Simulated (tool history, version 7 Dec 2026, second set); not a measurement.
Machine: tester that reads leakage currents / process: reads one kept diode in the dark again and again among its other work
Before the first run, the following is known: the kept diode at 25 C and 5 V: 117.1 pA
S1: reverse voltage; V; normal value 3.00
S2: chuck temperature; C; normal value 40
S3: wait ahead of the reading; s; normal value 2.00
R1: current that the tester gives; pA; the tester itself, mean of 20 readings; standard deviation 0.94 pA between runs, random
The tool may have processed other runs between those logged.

run 1 hour=0.0 | S1=3.00 S2=40 S3=2.00 | R1=337.40
run 2 hour=29.5 | S1=3.00 S2=40 S3=2.00 | R1=340.08
run 3 hour=66.8 | S1=3.00 S2=40 S3=2.00 | R1=341.55
run 4 hour=89.3 | S1=3.00 S2=40 S3=8.54 | R1=339.20
run 5 hour=126.6 | S1=3.00 S2=40 S3=8.54 | R1=342.95
run 6 hour=160.0 | S1=1.01 S2=40 S3=8.54 | R1=201.92
run 7 hour=188.2 | S1=2.79 S2=40 S3=2.00 | R1=331.73
run 8 hour=224.5 | S1=2.79 S2=40 S3=2.00 | R1=332.32
run 9 hour=242.2 | S1=3.00 S2=40 S3=2.00 | R1=346.19
run 10 hour=266.4 | S1=3.00 S2=40 S3=2.00 | R1=346.88
run 11 hour=285.9 | S1=3.00 S2=40 S3=2.00 | R1=349.27
run 12 hour=314.9 | S1=3.00 S2=40 S3=2.00 | R1=346.91
run 13 hour=342.8 | S1=3.00 S2=40 S3=2.00 | R1=348.26
run 14 hour=374.3 | S1=3.00 S2=28 S3=2.00 | R1=134.23
run 15 hour=406.3 | S1=3.00 S2=28 S3=2.00 | R1=134.45
run 16 hour=443.2 | S1=6.08 S2=40 S3=2.00 | R1=494.61
run 17 hour=463.6 | S1=6.08 S2=40 S3=2.00 | R1=494.93
run 18 hour=483.1 | S1=3.00 S2=40 S3=2.00 | R1=350.97
run 19 hour=503.9 | S1=3.00 S2=40 S3=2.00 | R1=353.17
run 20 hour=527.2 | S1=3.00 S2=35 S3=0.70 | R1=238.98
run 21 hour=563.5 | S1=4.17 S2=40 S3=5.81 | R1=417.38
run 22 hour=590.0 | S1=1.33 S2=23 S3=2.56 | R1=60.43
run 23 hour=606.9 | S1=3.00 S2=40 S3=6.10 | R1=355.17
run 24 hour=625.6 | S1=3.00 S2=40 S3=6.10 | R1=358.00
run 25 hour=649.3 | S1=1.96 S2=40 S3=6.10 | R1=291.79
-- hour=655.1 chuck's temperature calibrated
run 26 hour=681.3 | S1=4.90 S2=37 S3=2.89 | R1=372.19
run 27 hour=716.9 | S1=4.90 S2=37 S3=2.89 | R1=372.25
run 28 hour=746.4 | S1=4.90 S2=37 S3=2.89 | R1=375.14
run 29 hour=764.6 | S1=4.90 S2=37 S3=2.89 | R1=373.43
run 30 hour=784.4 | S1=1.21 S2=42 S3=2.89 | R1=281.60
run 31 hour=816.8 | S1=1.21 S2=42 S3=2.89 | R1=279.97
run 32 hour=836.0 | S1=12.98 S2=42 S3=2.89 | R1=884.09
run 33 hour=861.2 | S1=2.12 S2=40 S3=0.41 | R1=318.25
run 34 hour=878.8 | S1=2.12 S2=40 S3=0.41 | R1=318.53
-- hour=895.7 chuck's temperature calibrated, once more
run 35 hour=912.8 | S1=2.12 S2=40 S3=0.41 | R1=266.65
run 36 hour=929.9 | S1=2.12 S2=40 S3=1.00 | R1=266.51
run 37 hour=970.5 | S1=1.68 S2=40 S3=0.46 | R1=239.70
run 38 hour=1004.8 | S1=1.68 S2=40 S3=0.46 | R1=238.15

Predict each of these 5 candidate next runs independently; none follows another, all start after run 38:
run A hour=1021.8 | S1=19.95 S2=40 S3=0.74 | R1=?
run B hour=1021.8 | S1=6.39 S2=40 S3=1.04 | R1=?
run C hour=1021.8 | S1=1.68 S2=46 S3=0.46 | R1=?
run D hour=1021.8 | S1=5.83 S2=40 S3=2.00 | R1=?
run E hour=1021.8 | S1=2.35 S2=40 S3=0.99 | R1=?

run=A R1=795.63
run=B R1=457.23
run=C R1=380.23
run=D R1=437.80
run=E R1=281.18
Had the tool no hidden state, the same runs would have come out as:
run=A R1=778.34
run=B R1=451.46
run=C R1=378.43
run=D R1=432.50
run=E R1=278.94
